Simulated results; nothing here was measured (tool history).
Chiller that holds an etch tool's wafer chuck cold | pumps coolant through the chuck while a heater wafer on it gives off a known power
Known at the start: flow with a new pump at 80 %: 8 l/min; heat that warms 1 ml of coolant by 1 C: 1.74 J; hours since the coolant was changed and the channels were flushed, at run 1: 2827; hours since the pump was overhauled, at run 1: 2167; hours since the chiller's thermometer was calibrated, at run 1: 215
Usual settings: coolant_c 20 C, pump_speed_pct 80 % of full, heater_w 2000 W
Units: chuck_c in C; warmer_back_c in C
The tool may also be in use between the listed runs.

run    hour  coolant_c  pump_speed_pct  heater_w  hours since the coolant was changed and the channels were flushed  hours since the pump was overhauled  hours since the chiller's thermometer was calibrated  chuck_c  warmer_back_c
  1     0.0         20              80      2000                                                               2827                                 2167                                                   215     40.8           8.99
  2    61.8         20              80      2000                                                               2888                                 2228                                                   277     41.0           9.00
  3    96.6         20              80      2000                                                               2923                                 2263                                                   311     41.0           8.90
  4   144.0         20              80      2000                                                               2971                                 2311                                                   359     41.0           8.98
  5   205.9         20              80      2000                                                               3033                                 2372                                                   421     41.3           9.02
  6   236.3         20              80      2000                                                               3063                                 2403                                                   451     41.3           9.03
  7   293.3         20              80      2000                                                               3120                                 2460                                                   508     41.3           9.04
  8   319.3         20              80      1995                                                               3146                                 2486                                                   534     41.4           9.05
  9   344.4         20              80      1995                                                               3171                                 2511                                                   559     41.6           9.00
 10   376.4         20              80      1992                                                               3203                                 2543                                                   591     41.1           8.99
 11   433.1         20              80      1992                                                               3260                                 2600                                                   648     41.5           9.02
 12   459.8         20              80      2601                                                               3286                                 2626                                                   675     47.9          11.81
 13   497.6         20              80      2601                                                               3324                                 2664                                                   712     48.1          11.76
 14   555.2         20              80      2601                                                               3382                                 2722                                                   770     48.0          11.82
 15   596.1         20              80      2601                                                               3423                                 2763                                                   811     48.3          11.87
 16   638.5         20              80      2601                                                               3465                                 2805                                                   853     48.4          11.85
 17   695.5         12              90      1412                                                               3522                                 2862                                                   910     26.2           5.61
 18   725.5         21              80      2000                                                               3552                                 2892                                                   940     43.0           9.14
 19   787.4         21              80      2000                                                               3614                                 2954                                                  1002     43.1           9.07
 20   824.6         25              66      1428                                                               3651                                 2991                                                  1039     43.7           8.15
 21   872.7         25              66      1428                                                               3699                                 3039                                                  1088     43.8           8.17
 22   903.4         20              80      1666                                                               3730                                 3070                                                  1118     38.5           7.65
 23   948.9         14              67      1713                                                               3775                                 3115                                                  1164     36.4           9.62
 24   986.7         14              67      1713                                                               3813                                 3153                                                  1202     36.5           9.66
 25  1025.4         25              92      1129                                                               3852                                 3192                                                  1240     36.4           4.46
 26  1071.9         23              72      2993                                                               3899                                 3239                                                  1287     59.7          15.57
 27  1113.1         23              72      2993                                                               3940                                 3280                                                  1328     59.8          15.41
 28  1152.1         13              65      1646                                                               3979                                 3319                                                  1367     35.0           9.58
 29  1181.3         13              65      1646                                                               4008                                 3348                                                  1396     35.2           9.59

Measured less the same run without the tool's hidden state. The same run-to-run variation is in both; the gauge's scatter may not be:
The hidden state here: heat passed by the chuck's channels, % of clean ones'; flow at a given pump speed, % of a new pump's; coolant's true temperature over the reading, C; drift of the gauge itself on chuck_c, C; drift of the gauge itself on warmer_back_c, C.
run  chuck_c  warmer_back_c
  1     +2.8          +0.36
  2     +2.9          +0.38
  3     +3.0          +0.39
  4     +3.1          +0.40
  5     +3.1          +0.41
  6     +3.2          +0.41
  7     +3.2          +0.43
  8     +3.3          +0.43
  9     +3.3          +0.43
 10     +3.3          +0.44
 11     +3.4          +0.45
 12     +4.4          +0.59
 13     +4.6          +0.61
 14     +4.6          +0.62
 15     +4.7          +0.63
 16     +4.7          +0.64
 17     +2.5          +0.31
 18     +3.9          +0.51
 19     +4.0          +0.53
 20     +3.4          +0.47
 21     +3.4          +0.48
 22     +3.5          +0.46
 23     +4.1          +0.59
 24     +4.2          +0.60
 25     +2.4          +0.27
 26     +6.9          +0.99
 27     +6.9          +0.99
 28     +4.3          +0.63
 29     +4.3          +0.63
